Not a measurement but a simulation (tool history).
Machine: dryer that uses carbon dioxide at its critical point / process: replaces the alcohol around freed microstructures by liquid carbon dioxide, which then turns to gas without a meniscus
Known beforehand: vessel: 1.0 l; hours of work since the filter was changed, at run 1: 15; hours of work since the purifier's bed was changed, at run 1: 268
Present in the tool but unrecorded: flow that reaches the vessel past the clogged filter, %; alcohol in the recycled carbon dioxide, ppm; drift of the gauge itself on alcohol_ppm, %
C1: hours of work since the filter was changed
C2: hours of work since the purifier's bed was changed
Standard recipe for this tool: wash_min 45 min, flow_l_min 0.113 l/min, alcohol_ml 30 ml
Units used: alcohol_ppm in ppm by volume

Run 1, hour 0: usual settings; C1 15; C2 268. Result: alcohol_ppm 882 ppm by volume.
Run 2, hour 9: usual settings; C1 20; C2 273. Result: alcohol_ppm 923 ppm by volume.
Run 3, hour 14.9: usual settings; C1 24; C2 276. Result: alcohol_ppm 885 ppm by volume.
Run 4, hour 23.7: usual settings; C1 29; C2 281. Result: alcohol_ppm 910 ppm by volume.
Run 5, hour 32.5: usual settings; C1 34; C2 287. Result: alcohol_ppm 931 ppm by volume.
Run 6, hour 44.6: usual settings; C1 41; C2 294. Result: alcohol_ppm 913 ppm by volume.
Run 7, hour 57.9: usual settings; C1 49; C2 301. Result: alcohol_ppm 966 ppm by volume.
Run 8, hour 69.6: usual settings; C1 56; C2 308. Result: alcohol_ppm 950 ppm by volume.
Run 9, hour 78.9: usual settings but wash_min 62 min; C1 61; C2 314. Result: alcohol_ppm 284 ppm by volume.
Run 10, hour 88.7: usual settings but wash_min 62 min; C1 67; C2 319. Result: alcohol_ppm 299 ppm by volume.
Run 11, hour 100.2: usual settings but flow_l_min 0.071 l/min; C1 73; C2 326. Result: alcohol_ppm 3118 ppm by volume.
Run 12, hour 113.4: usual settings but flow_l_min 0.071 l/min; C1 81; C2 334. Result: alcohol_ppm 3236 ppm by volume.
Run 13, hour 126.6: usual settings but flow_l_min 0.071 l/min; C1 89; C2 342. Result: alcohol_ppm 3171 ppm by volume.
Run 14, hour 134.9: usual settings but flow_l_min 0.071 l/min; C1 94; C2 346. Result: alcohol_ppm 3269 ppm by volume.
Run 15, hour 142.1: usual settings but flow_l_min 0.071 l/min; C1 98; C2 351. Result: alcohol_ppm 3239 ppm by volume.
Run 16, hour 148.6: usual settings but flow_l_min 0.092 l/min; C1 102; C2 354. Result: alcohol_ppm 1782 ppm by volume.
Run 17, hour 154: usual settings but flow_l_min 0.092 l/min; C1 105; C2 358. Result: alcohol_ppm 1751 ppm by volume.
Run 18, hour 162: usual settings but flow_l_min 0.092 l/min; C1 110; C2 362. Result: alcohol_ppm 1837 ppm by volume.
Run 19, hour 173.5: usual settings but flow_l_min 0.092 l/min, alcohol_ml 27 ml; C1 116; C2 369. Result: alcohol_ppm 1684 ppm by volume.
Run 20, hour 181.1: usual settings; C1 121; C2 373. Result: alcohol_ppm 1024 ppm by volume.
Run 21, hour 189.8: usual settings but alcohol_ml 57 ml; C1 126; C2 378. Result: alcohol_ppm 1927 ppm by volume.
Run 22, hour 202.3: usual settings but alcohol_ml 57 ml; C1 133; C2 386. Result: alcohol_ppm 1955 ppm by volume.
Run 23, hour 211.1: usual settings but alcohol_ml 57 ml; C1 138; C2 391. Result: alcohol_ppm 1986 ppm by volume.
Run 24, hour 217.5: usual settings but alcohol_ml 57 ml; C1 142; C2 395. Result: alcohol_ppm 1941 ppm by volume.
Run 25, hour 223.2: usual settings but alcohol_ml 57 ml; C1 145; C2 398. Result: alcohol_ppm 1880 ppm by volume.
Run 26, hour 235.8: usual settings but wash_min 39 min, flow_l_min 0.091 l/min, alcohol_ml 70 ml; C1 153; C2 405. Result: alcohol_ppm 6230 ppm by volume.
Run 27, hour 245.2: usual settings but wash_min 39 min, flow_l_min 0.105 l/min, alcohol_ml 70 ml; C1 158; C2 411. Result: alcohol_ppm 4537 ppm by volume.
Run 28, hour 255.7: usual settings but wash_min 55 min, flow_l_min 0.08 l/min, alcohol_ml 27 ml; C1 164; C2 417. Result: alcohol_ppm 1383 ppm by volume.
Run 29, hour 265.1: usual settings but wash_min 55 min, flow_l_min 0.08 l/min, alcohol_ml 27 ml; C1 170; C2 422. Result: alcohol_ppm 1431 ppm by volume.
Run 30, hour 274: usual settings but wash_min 55 min, flow_l_min 0.08 l/min, alcohol_ml 27 ml; C1 175; C2 428. Result: alcohol_ppm 1480 ppm by volume.
Run 31, hour 279.6: usual settings but wash_min 55 min, flow_l_min 0.08 l/min, alcohol_ml 27 ml; C1 178; C2 431. Result: alcohol_ppm 1459 ppm by volume.
Run 32, hour 287.5: usual settings but wash_min 55 min, flow_l_min 0.08 l/min, alcohol_ml 27 ml; C1 183; C2 436. Result: alcohol_ppm 1474 ppm by volume.
Run 33, hour 297.4: usual settings but wash_min 32 min, flow_l_min 0.08 l/min, alcohol_ml 21 ml; C1 189; C2 441. Result: alcohol_ppm 3840 ppm by volume.
Run 34, hour 304.5: usual settings but wash_min 41 min, flow_l_min 0.138 l/min, alcohol_ml 36 ml; C1 193; C2 445. Result: alcohol_ppm 988 ppm by volume.
Run 35, hour 317.3: usual settings but wash_min 41 min, flow_l_min 0.138 l/min, alcohol_ml 36 ml; C1 200; C2 453. Result: alcohol_ppm 957 ppm by volume.
Run 36, hour 324: usual settings but wash_min 67 min, flow_l_min 0.072 l/min, alcohol_ml 29 ml; C1 204; C2 457. Result: alcohol_ppm 1211 ppm by volume.
Run 37, hour 335.1: usual settings but wash_min 67 min, flow_l_min 0.072 l/min, alcohol_ml 29 ml; C1 211; C2 463. Result: alcohol_ppm 1241 ppm by volume.
Run 38, hour 348.5: usual settings but wash_min 36 min, flow_l_min 0.138 l/min, alcohol_ml 29 ml; C1 218; C2 471. Result: alcohol_ppm 1258 ppm by volume.
Run 39, hour 357.2: usual settings but wash_min 61 min, flow_l_min 0.102 l/min, alcohol_ml 93 ml; C1 224; C2 476. Result: alcohol_ppm 1599 ppm by volume.
Run 40, hour 365.3: usual settings but wash_min 61 min, flow_l_min 0.076 l/min, alcohol_ml 93 ml; C1 228; C2 481. Result: alcohol_ppm 4317 ppm by volume.
Run 41, hour 374.2: usual settings but wash_min 61 min, flow_l_min 0.076 l/min, alcohol_ml 93 ml; C1 233; C2 486. Result: alcohol_ppm 4236 ppm by volume.
Run 42, hour 383: usual settings but wash_min 30 min, flow_l_min 0.138 l/min, alcohol_ml 35 ml; C1 239; C2 491. Result: alcohol_ppm 2564 ppm by volume.
Run 43, hour 396: usual settings but wash_min 30 min, flow_l_min 0.138 l/min, alcohol_ml 35 ml; C1 246; C2 499. Result: alcohol_ppm 2511 ppm by volume.
Run 44, hour 405.3: usual settings but wash_min 65 min, flow_l_min 0.068 l/min, alcohol_ml 119 ml; C1 252; C2 504. Result: alcohol_ppm 6308 ppm by volume.
Run 45, hour 411.5: usual settings but wash_min 40 min, alcohol_ml 83 ml; C1 255; C2 508. Result: alcohol_ppm 4338 ppm by volume.
Run 46, hour 423.6: usual settings but wash_min 38 min, flow_l_min 0.166 l/min, alcohol_ml 20 ml; C1 262; C2 515. Result: alcohol_ppm 466 ppm by volume.
Run 47, hour 430.7: usual settings but wash_min 37 min, flow_l_min 0.121 l/min, alcohol_ml 73 ml; C1 266; C2 519. Result: alcohol_ppm 4215 ppm by volume.

Forecast each of these 3 alternatives for the next run:
Run A, hour 443.8: usual settings but wash_min 54 min, flow_l_min 0.08 l/min, alcohol_ml 31 ml; C1 274; C2 527. Result: alcohol_ppm ?.
Run B, hour 443.8: usual settings but flow_l_min 0.081 l/min, alcohol_ml 73 ml; C1 274; C2 527. Result: alcohol_ppm ?.
Run C, hour 443.8: usual settings but wash_min 42 min, flow_l_min 0.121 l/min, alcohol_ml 73 ml; C1 274; C2 527. Result: alcohol_ppm ?.

run  alcohol_ppm
  A         1912
  B         6707
  C         2772
Without the tool's hidden state the same runs would have given:
run  alcohol_ppm
  A         1393
  B         5257
  C         1967
